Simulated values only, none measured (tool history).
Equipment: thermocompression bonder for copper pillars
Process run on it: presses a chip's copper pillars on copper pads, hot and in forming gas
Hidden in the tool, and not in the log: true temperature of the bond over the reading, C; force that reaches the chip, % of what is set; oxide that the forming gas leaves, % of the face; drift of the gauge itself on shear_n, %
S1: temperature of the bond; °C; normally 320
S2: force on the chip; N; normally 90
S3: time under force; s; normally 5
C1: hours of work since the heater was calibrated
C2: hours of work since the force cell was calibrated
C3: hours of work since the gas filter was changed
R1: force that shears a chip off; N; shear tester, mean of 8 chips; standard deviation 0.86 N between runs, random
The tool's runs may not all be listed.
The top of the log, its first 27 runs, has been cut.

run 28 hour=626.3 | S1=326 S2=81 S3=4 | C1=988 C2=859 C3=65 | R1=61.9
-- hour=643.4 heater calibrated with a thermocouple chip
run 29 hour=658.5 | S1=326 S2=81 S3=4 | C1=11 C2=881 C3=87 | R1=62.7
run 30 hour=686.6 | S1=309 S2=127 S3=4 | C1=31 C2=901 C3=107 | R1=78.1
run 31 hour=709.0 | S1=293 S2=127 S3=4 | C1=47 C2=917 C3=123 | R1=69.5
-- hour=725.7 forming gas filter changed
run 32 hour=741.7 | S1=321 S2=128 S3=15 | C1=70 C2=941 C3=12 | R1=97.7
run 33 hour=769.5 | S1=346 S2=54 S3=10 | C1=90 C2=961 C3=32 | R1=67.4
run 34 hour=784.2 | S1=346 S2=54 S3=10 | C1=101 C2=971 C3=42 | R1=66.3
run 35 hour=812.0 | S1=346 S2=54 S3=10 | C1=121 C2=991 C3=62 | R1=69.4
run 36 hour=830.8 | S1=320 S2=133 S3=4 | C1=135 C2=1005 C3=76 | R1=85.9
run 37 hour=860.9 | S1=320 S2=133 S3=4 | C1=156 C2=1026 C3=97 | R1=84.2
run 38 hour=877.7 | S1=320 S2=133 S3=4 | C1=168 C2=1039 C3=109 | R1=83.2

Here are 5 independent what-if runs from the current tool condition. What would each one return?
run A hour=895.9 | S1=335 S2=133 S3=8 | C1=181 C2=1052 C3=123 | R1=?
run B hour=895.9 | S1=318 S2=79 S3=14 | C1=181 C2=1052 C3=123 | R1=?
run C hour=895.9 | S1=307 S2=133 S3=4 | C1=181 C2=1052 C3=123 | R1=?
run D hour=895.9 | S1=323 S2=60 S3=10 | C1=181 C2=1052 C3=123 | R1=?
run E hour=895.9 | S1=319 S2=133 S3=10 | C1=181 C2=1052 C3=123 | R1=?

run=A R1=97.7
run=B R1=80.5
run=C R1=79.7
run=D R1=62.0
run=E R1=98.0
Stripped of hidden state, with their random variation kept, the same runs would have yielded:
run=A R1=98.4
run=B R1=81.0
run=C R1=80.2
run=D R1=62.4
run=E R1=98.7

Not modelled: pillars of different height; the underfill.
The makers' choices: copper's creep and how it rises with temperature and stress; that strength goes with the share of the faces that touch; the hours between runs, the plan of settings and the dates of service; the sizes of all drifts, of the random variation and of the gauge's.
